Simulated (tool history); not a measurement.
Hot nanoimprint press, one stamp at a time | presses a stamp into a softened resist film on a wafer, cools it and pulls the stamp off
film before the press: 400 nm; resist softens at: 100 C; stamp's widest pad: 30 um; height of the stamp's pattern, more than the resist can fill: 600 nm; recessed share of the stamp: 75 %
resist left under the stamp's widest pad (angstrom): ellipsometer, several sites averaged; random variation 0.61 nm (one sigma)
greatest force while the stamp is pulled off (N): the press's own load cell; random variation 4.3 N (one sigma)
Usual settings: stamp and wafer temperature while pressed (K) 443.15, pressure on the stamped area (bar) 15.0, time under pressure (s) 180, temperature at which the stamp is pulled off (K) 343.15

run	hour	stamp and wafer temperature while pressed (K)	pressure on the stamped area (bar)	time under pressure (s)	temperature at which the stamp is pulled off (K)	resist left under the stamp's widest pad (angstrom)	greatest force while the stamp is pulled off (N)
1	0.0	443.15	15.0	180	343.15	2271	239
2	46.8	443.15	15.0	180	343.15	2274	246
3	83.5	443.15	15.0	180	343.15	2255	242
4	114.9	443.15	15.0	180	339.15	2265	268
5	136.0	443.15	15.0	180	339.15	2254	259
6	181.9	436.15	15.0	180	343.15	2671	251
7	214.0	443.15	15.0	180	343.15	2246	257
8	245.9	443.15	15.0	157	343.15	2345	255
9	266.5	443.15	15.0	157	343.15	2341	267
10	301.0	443.15	15.0	157	343.15	2311	266
11	341.4	443.15	15.0	157	343.15	2312	261
12	382.0	443.15	15.0	157	343.15	2298	275
13	410.5	447.15	10.8	180	343.15	2238	276
14	447.0	451.15	10.8	180	343.15	2023	272
15	491.9	444.15	15.0	180	343.15	2239	213
16	528.2	443.15	10.4	180	347.15	2588	199
17	573.0	443.15	10.4	180	347.15	2590	199
18	615.7	435.15	13.7	120	329.15	3100	280
19	673.9	435.15	13.7	120	329.15	3057	274
20	707.2	443.15	17.2	92	350.15	2591	202
21	746.4	443.15	15.0	242	343.15	1989	230
22	787.2	443.15	15.0	242	343.15	1987	235
23	828.3	437.15	15.5	202	343.15	2451	233

Not shown: 4 entries that the log had between the listed runs. Between which runs, and how does the tool's hidden state differ before and after?
Between runs 11 and 12: plate thermocouple calibrated (hour 373.8)
  true temperature over the reading, C: 1.42 -> 1.78; pressure that arrives at the usual setting, %: 95.88 -> 95.72; grip of the stamp's worn release coat, % over a new coat's: 27.8 -> 29.5
  measured less the result without the state, resist left under the stamp's widest pad (angstrom): -47 -> -67; greatest force while the stamp is pulled off (N): +51 -> +57
Between runs 14 and 15: plate thermocouple calibrated, once more (hour 476.5); stamp cleaned and given a new release coat (hour 482.5)
  true temperature over the reading, C: 2 -> 0.12; pressure that arrives at the usual setting, %: 95.45 -> 95.3; grip of the stamp's worn release coat, % over a new coat's: 32.4 -> 0.4
  measured less the result without the state, resist left under the stamp's widest pad (angstrom): -77 -> +36; greatest force while the stamp is pulled off (N): +59 -> +1
Between runs 18 and 19: press's hydraulic seals changed and the load cell set to zero (hour 640.4)
  true temperature over the reading, C: 0.54 -> 0.73; pressure that arrives at the usual setting, %: 94.77 -> 99.72; grip of the stamp's worn release coat, % over a new coat's: 5.5 -> 7.6
  measured less the result without the state, resist left under the stamp's widest pad (angstrom): +6 -> -38; greatest force while the stamp is pulled off (N): +12 -> +17
